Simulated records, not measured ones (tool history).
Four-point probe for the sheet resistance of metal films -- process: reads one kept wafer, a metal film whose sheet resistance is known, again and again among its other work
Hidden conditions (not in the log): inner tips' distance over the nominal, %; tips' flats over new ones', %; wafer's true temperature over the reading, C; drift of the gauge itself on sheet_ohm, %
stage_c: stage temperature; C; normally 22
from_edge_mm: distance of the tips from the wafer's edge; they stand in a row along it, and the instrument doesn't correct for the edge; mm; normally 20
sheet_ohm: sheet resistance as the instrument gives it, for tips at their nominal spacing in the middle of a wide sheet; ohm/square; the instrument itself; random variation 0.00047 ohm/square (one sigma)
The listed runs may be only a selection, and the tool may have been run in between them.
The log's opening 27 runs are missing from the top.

run	hour	stage_c	from_edge_mm	touches since the probe head was changed	hours of work since the stage's thermometer was calibrated	sheet_ohm
28	487.1	26	8	15424	1694	2.351466
29	511.5	26	8	15809	1706	2.352103
30	535.1	20	7	16181	1718	2.356371
31	553.4	20	7	16471	1727	2.356107
32	568.3	26	4	16708	1734	2.374699
33	581.3	19	13	16912	1740	2.348969
34	591.7	22	22	17077	1745	2.34673
35	606.1	22	22	17304	1753	2.346803
36	629.1	23	36	17669	1764	2.345249
37	642.2	23	36	17876	1770	2.34472

Alternative continuations, all from the tool just after run 37; predict every row:
A	662.2	24	39	18192	1780	?
B	662.2	24	3	18192	1780	?
C	662.2	19	7	18192	1780	?
D	662.2	33	36	18192	1780	?
E	662.2	28	20	18192	1780	?

run	sheet_ohm
A	2.344784
B	2.399922
C	2.355925
D	2.34353
E	2.345413
The same runs, with their run-to-run variation unchanged, on a tool lacking any hidden condition would have given:
run	sheet_ohm
A	2.330485
B	2.385306
C	2.341509
D	2.329327
E	2.33115
